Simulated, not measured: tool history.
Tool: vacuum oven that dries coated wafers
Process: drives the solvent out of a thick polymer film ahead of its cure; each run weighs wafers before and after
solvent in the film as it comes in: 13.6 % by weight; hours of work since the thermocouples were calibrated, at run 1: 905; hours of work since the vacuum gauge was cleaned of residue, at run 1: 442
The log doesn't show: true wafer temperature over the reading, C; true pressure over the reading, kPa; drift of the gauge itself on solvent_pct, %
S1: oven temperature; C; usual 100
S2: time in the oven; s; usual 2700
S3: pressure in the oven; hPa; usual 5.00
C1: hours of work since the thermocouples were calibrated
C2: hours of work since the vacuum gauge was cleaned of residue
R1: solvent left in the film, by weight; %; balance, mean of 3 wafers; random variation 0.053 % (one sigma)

{"run": 1, "day": 0.0, "S1": 100, "S2": 2700, "S3": 5.0, "C1": 905, "C2": 442, "R1": 2.1}
{"run": 2, "day": 1.708, "S1": 105, "S2": 2700, "S3": 5.0, "C1": 933, "C2": 471, "R1": 1.57}
{"run": 3, "day": 3.0, "S1": 100, "S2": 3480, "S3": 5.0, "C1": 954, "C2": 492, "R1": 1.45}
{"run": 4, "day": 4.117, "S1": 100, "S2": 3480, "S3": 5.0, "C1": 973, "C2": 511, "R1": 1.45}
{"run": 5, "day": 4.954, "S1": 100, "S2": 2700, "S3": 5.0, "C1": 987, "C2": 524, "R1": 2.14}
{"run": 6, "day": 5.667, "S1": 100, "S2": 2700, "S3": 5.0, "C1": 999, "C2": 536, "R1": 2.13}
{"run": 7, "day": 7.092, "S1": 103, "S2": 2700, "S3": 5.0, "C1": 1022, "C2": 560, "R1": 1.81}
{"run": 8, "day": 7.796, "S1": 103, "S2": 2700, "S3": 5.0, "C1": 1034, "C2": 572, "R1": 1.85}
{"run": 9, "day": 8.758, "S1": 103, "S2": 2700, "S3": 5.0, "C1": 1050, "C2": 588, "R1": 1.85}
{"run": 10, "day": 9.8, "S1": 100, "S2": 3060, "S3": 11.26, "C1": 1067, "C2": 605, "R1": 2.32}
{"run": 11, "day": 10.992, "S1": 105, "S2": 2700, "S3": 5.0, "C1": 1087, "C2": 625, "R1": 1.58}
{"run": 12, "day": 12.404, "S1": 86, "S2": 1560, "S3": 15.31, "C1": 1111, "C2": 648, "R1": 7.36}
{"run": 13, "day": 13.725, "S1": 108, "S2": 1500, "S3": 5.0, "C1": 1133, "C2": 670, "R1": 3.17}
{"run": 14, "day": 14.662, "S1": 105, "S2": 4860, "S3": 2.7, "C1": 1148, "C2": 686, "R1": 0.5}
{"run": 15, "day": 15.654, "S1": 104, "S2": 1680, "S3": 2.7, "C1": 1165, "C2": 702, "R1": 3.07}
{"day": 15.821, "done": "oven's thermocouples calibrated"}
{"run": 16, "day": 16.742, "S1": 104, "S2": 1680, "S3": 2.7, "C1": 15, "C2": 719, "R1": 2.8}
{"run": 17, "day": 18.288, "S1": 107, "S2": 2700, "S3": 4.61, "C1": 41, "C2": 745, "R1": 1.18}

Some steps in R1 between neighbouring runs. How much of each would the tool show without its hidden state too (settings, what came in, random variation), and how much is left for the hidden state, with any gauge scatter that isn't in both results?
Run 11 -> 12: S1 105 -> 86, S2 2700 -> 1560, S3 5.00 -> 15.31. R1 +5.78 %: hidden state +0.17, all else +5.61.
Run 15 -> 16: oven's thermocouples calibrated. R1 -0.27 %: hidden state -0.27, all else +0.00.
